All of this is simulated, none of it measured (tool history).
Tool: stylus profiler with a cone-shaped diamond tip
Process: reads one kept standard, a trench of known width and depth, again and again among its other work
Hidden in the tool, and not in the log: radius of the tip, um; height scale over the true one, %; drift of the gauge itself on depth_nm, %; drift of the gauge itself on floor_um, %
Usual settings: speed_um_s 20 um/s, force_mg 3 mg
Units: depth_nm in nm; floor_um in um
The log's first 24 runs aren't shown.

| run | hour | speed_um_s | force_mg | scans with this tip | hours of work since the height scale was calibrated | depth_nm | floor_um |
|---|---|---|---|---|---|---|---|
| 25 | 661.6 | 7 | 8.24 | 6975 | 96 | 204.07 | 27.64 |
| 26 | 699.9 | 7 | 8.24 | 7159 | 116 | 204.04 | 27.65 |
| 27 | 721.5 | 20 | 5.27 | 7263 | 127 | 203.09 | 27.62 |
| 28 | 738.7 | 54 | 3 | 7346 | 135 | 202.01 | 27.53 |
| 29 | 765.4 | 18 | 1.17 | 7474 | 149 | 201 | 27.53 |
| 30 | 791.9 | 18 | 1.17 | 7602 | 162 | 201.1 | 27.54 |
| 31 | 818.9 | 52 | 4.96 | 7732 | 175 | 202.88 | 27.47 |
| 32 | 842.2 | 26 | 2.74 | 7844 | 187 | 201.89 | 27.54 |
| 33 | 862.1 | 26 | 2.74 | 7940 | 197 | 201.99 | 27.49 |
| 34 | 899.9 | 20 | 7.18 | 8121 | 216 | 203.63 | 27.48 |
| 35 | 918.3 | 8 | 1.09 | 8210 | 225 | 201.04 | 27.55 |

Forecast each of these 5 alternatives for the next run:
| A | 950.1 | 34 | 1.09 | 8363 | 241 | ? | ? |
| B | 950.1 | 12 | 2.56 | 8363 | 241 | ? | ? |
| C | 950.1 | 13 | 3.07 | 8363 | 241 | ? | ? |
| D | 950.1 | 9 | 1.46 | 8363 | 241 | ? | ? |
| E | 950.1 | 6 | 3 | 8363 | 241 | ? | ? |

| run | depth_nm | floor_um |
|---|---|---|
| A | 201.06 | 27.49 |
| B | 201.76 | 27.49 |
| C | 202.1 | 27.49 |
| D | 201.28 | 27.54 |
| E | 202.03 | 27.49 |
Without the tool's hidden state the same runs would have given:
| run | depth_nm | floor_um |
|---|---|---|
| A | 201.02 | 28 |
| B | 201.73 | 28 |
| C | 202.06 | 28 |
| D | 201.24 | 28.05 |
| E | 201.99 | 28 |
